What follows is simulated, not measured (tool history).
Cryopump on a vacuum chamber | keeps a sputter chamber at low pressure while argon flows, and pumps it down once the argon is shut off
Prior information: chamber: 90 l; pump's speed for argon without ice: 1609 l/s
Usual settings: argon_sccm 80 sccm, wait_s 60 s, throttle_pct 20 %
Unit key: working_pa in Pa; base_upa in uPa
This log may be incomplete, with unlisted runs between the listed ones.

run 1 hour=0.0 | argon_sccm=80 wait_s=60 throttle_pct=20 | working_pa=0.4274 base_upa=1.39
run 2 hour=20.9 | argon_sccm=80 wait_s=60 throttle_pct=20 | working_pa=0.4278 base_upa=1.37
run 3 hour=41.4 | argon_sccm=80 wait_s=60 throttle_pct=20 | working_pa=0.4307 base_upa=1.46
run 4 hour=71.2 | argon_sccm=80 wait_s=60 throttle_pct=20 | working_pa=0.4282 base_upa=1.41
run 5 hour=95.4 | argon_sccm=80 wait_s=60 throttle_pct=20 | working_pa=0.4323 base_upa=1.45
run 6 hour=135.5 | argon_sccm=80 wait_s=60 throttle_pct=20 | working_pa=0.4352 base_upa=1.45
run 7 hour=154.8 | argon_sccm=80 wait_s=60 throttle_pct=20 | working_pa=0.4328 base_upa=1.43
run 8 hour=180.7 | argon_sccm=80 wait_s=60 throttle_pct=20 | working_pa=0.4340 base_upa=1.46
run 9 hour=219.1 | argon_sccm=80 wait_s=60 throttle_pct=20 | working_pa=0.4336 base_upa=1.48
run 10 hour=241.8 | argon_sccm=80 wait_s=60 throttle_pct=20 | working_pa=0.4363 base_upa=1.41
run 11 hour=263.2 | argon_sccm=132 wait_s=249 throttle_pct=24 | working_pa=0.6044 base_upa=0.63
run 12 hour=296.2 | argon_sccm=51 wait_s=59 throttle_pct=36 | working_pa=0.1600 base_upa=1.52
run 13 hour=316.9 | argon_sccm=80 wait_s=172 throttle_pct=37 | working_pa=0.2443 base_upa=0.70
run 14 hour=341.6 | argon_sccm=42 wait_s=29 throttle_pct=37 | working_pa=0.1287 base_upa=2.61

A few steps of working_pa between consecutive runs. Split each: what settings, incoming material and random variation would produce without the hidden state, and what is left over for the hidden state, along with gauge scatter present in only one of the two compared results (measured, and without hidden state):
The tool's hidden condition here consists of: pump's speed, % of a pump's without ice; cold plate's temperature, K; leak into the chamber, uPa l/s; drift of the gauge itself on working_pa, %; drift of the gauge itself on base_upa, %.
Run 11 -> 12: argon_sccm 132 -> 51, wait_s 249 -> 59, throttle_pct 24 -> 36. working_pa -0.4444 Pa: hidden state -0.0157, all else -0.4287.

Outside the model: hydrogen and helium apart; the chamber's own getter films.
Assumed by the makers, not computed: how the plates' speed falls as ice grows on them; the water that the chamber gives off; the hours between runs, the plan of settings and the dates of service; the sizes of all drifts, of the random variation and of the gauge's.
